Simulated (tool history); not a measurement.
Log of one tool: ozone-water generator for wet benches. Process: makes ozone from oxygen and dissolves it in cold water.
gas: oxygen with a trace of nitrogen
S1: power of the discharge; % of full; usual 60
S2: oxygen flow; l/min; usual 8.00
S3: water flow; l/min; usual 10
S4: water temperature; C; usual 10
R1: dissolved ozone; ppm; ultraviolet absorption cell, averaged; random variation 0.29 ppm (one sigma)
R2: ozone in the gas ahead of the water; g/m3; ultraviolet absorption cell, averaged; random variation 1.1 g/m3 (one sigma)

| run | hour | S1 | S2 | S3 | S4 | R1 | R2 |
|---|---|---|---|---|---|---|---|
| 1 | 0.0 | 60 | 8.00 | 10 | 10 | 44.5 | 191.0 |
| 2 | 31.5 | 60 | 8.00 | 10 | 10 | 44.3 | 191.1 |
| 3 | 46.9 | 60 | 8.00 | 10 | 10 | 44.8 | 190.5 |
| 4 | 63.8 | 91 | 8.00 | 10 | 10 | 57.4 | 247.0 |
| 5 | 98.1 | 91 | 8.00 | 10 | 10 | 57.8 | 246.3 |
| 6 | 112.9 | 91 | 8.00 | 10 | 10 | 57.0 | 246.9 |
| 7 | 141.8 | 91 | 8.00 | 10 | 10 | 57.9 | 246.1 |
| 8 | 158.2 | 95 | 12.11 | 9 | 10 | 54.2 | 197.6 |
| 9 | 186.3 | 44 | 13.34 | 10 | 10 | 31.5 | 115.1 |
| 10 | 204.9 | 93 | 13.34 | 10 | 10 | 50.0 | 182.8 |

3 ways to go on from here, each from the tool as it stands after run 10. What would each give?
| A | 238.7 | 58 | 8.00 | 15 | 5 | ? | ? |
| B | 238.7 | 60 | 8.00 | 10 | 10 | ? | ? |
| C | 238.7 | 60 | 8.00 | 10 | 11 | ? | ? |

| run | R1 | R2 |
|---|---|---|
| A | 38.9 | 187.5 |
| B | 44.2 | 189.7 |
| C | 43.8 | 188.9 |
Without the tool's hidden state the same runs would have given:
| run | R1 | R2 |
|---|---|---|
| A | 38.9 | 187.5 |
| B | 44.2 | 189.7 |
| C | 43.8 | 188.9 |

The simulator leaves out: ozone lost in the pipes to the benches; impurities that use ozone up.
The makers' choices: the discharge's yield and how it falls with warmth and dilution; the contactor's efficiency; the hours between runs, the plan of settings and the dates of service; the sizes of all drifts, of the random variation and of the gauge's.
